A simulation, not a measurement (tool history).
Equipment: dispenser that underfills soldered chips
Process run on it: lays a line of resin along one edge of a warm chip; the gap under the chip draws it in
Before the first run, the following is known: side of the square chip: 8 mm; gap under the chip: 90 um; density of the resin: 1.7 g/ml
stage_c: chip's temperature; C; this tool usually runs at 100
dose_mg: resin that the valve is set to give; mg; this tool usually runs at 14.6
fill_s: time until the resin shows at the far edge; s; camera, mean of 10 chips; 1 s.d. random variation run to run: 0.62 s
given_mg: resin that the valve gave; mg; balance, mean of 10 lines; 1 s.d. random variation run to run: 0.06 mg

run,hour,stage_c,dose_mg,fill_s,given_mg
1,0,100,14.6,77.1,14.26
# hour 2.2: new syringe of resin
2,2.8,100,14.6,55.4,14.21
3,7.5,100,14.6,65.4,14.19
4,13.4,100,14.6,81.9,14.03
# hour 14.4: new syringe of resin
5,19.2,99,14.6,65.7,14.22
6,21.9,99,14.6,73.7,14.16
7,24.6,99,14.6,81.1,14.17
# hour 26.6: new syringe of resin
8,29.1,115,14.6,36.8,14.26
9,34.7,115,14.6,44.6,14.14
# hour 38.7: new syringe of resin
10,39.9,100,14.8,55.1,14.23
11,45.7,100,14.8,68.5,14.14
12,49.2,87,14.6,116.6,14.08
# hour 50.9: new syringe of resin
13,53.7,87,14.6,88.6,13.99
14,56.3,87,14.6,98,13.99
15,60.2,100,14.6,73.8,14.11
# hour 63.3: new syringe of resin
16,66,100,14.6,58.8,14.02
17,69.1,90,15.4,91.7,14.73
18,74.4,107,14.6,63.8,13.97
# hour 75.5: new syringe of resin
19,78.8,107,14.6,47.5,13.94
20,83.1,107,14.6,57.1,13.87
21,86.2,107,14.6,62.8,13.96
# hour 88: new syringe of resin
22,89.7,95,14,66.3,13.24
23,94.1,95,14,75.9,13.35
# hour 100.1: new syringe of resin
24,100.1,105,14,45.7,13.29
25,104.9,105,14,54,13.32
26,109,105,14,63.4,13.11
# hour 112.3: new syringe of resin
27,114,108,16.4,42.9,15.35
28,118.1,108,13.1,51.8,12.38
# hour 122.2: dispensing valve cleaned and set on the balance
29,124.6,112,17.5,53.2,17.54
# hour 125.7: new syringe of resin
30,129.9,112,17.5,40.9,17.46

The logged runs with the hidden state left out (each run's random variation unchanged):
Hidden state at play: resin's viscosity, % of fresh resin's; dose that the valve gives, % of what is set; true chip temperature over the reading, C; drift of the gauge itself on fill_s, %; drift of the gauge itself on given_mg, %.
run,fill_s,given_mg
1,55,14.6
2,54.7,14.56
3,54.2,14.56
4,54.9,14.43
5,56.5,14.64
6,57.4,14.58
7,57.4,14.61
8,34.5,14.72
9,33.9,14.62
10,54.5,14.74
11,54.8,14.67
12,82.3,14.63
13,82.6,14.56
14,83.2,14.57
15,54,14.71
16,54.5,14.64
17,76.2,15.4
18,43.3,14.63
19,43.2,14.62
20,44.5,14.57
21,43.7,14.68
22,65.3,13.93
23,63.8,14.06
24,47,14.03
25,46.6,14.07
26,47,13.88
27,42.2,16.27
28,43.2,13.13
29,36.9,17.61
30,36.4,17.55
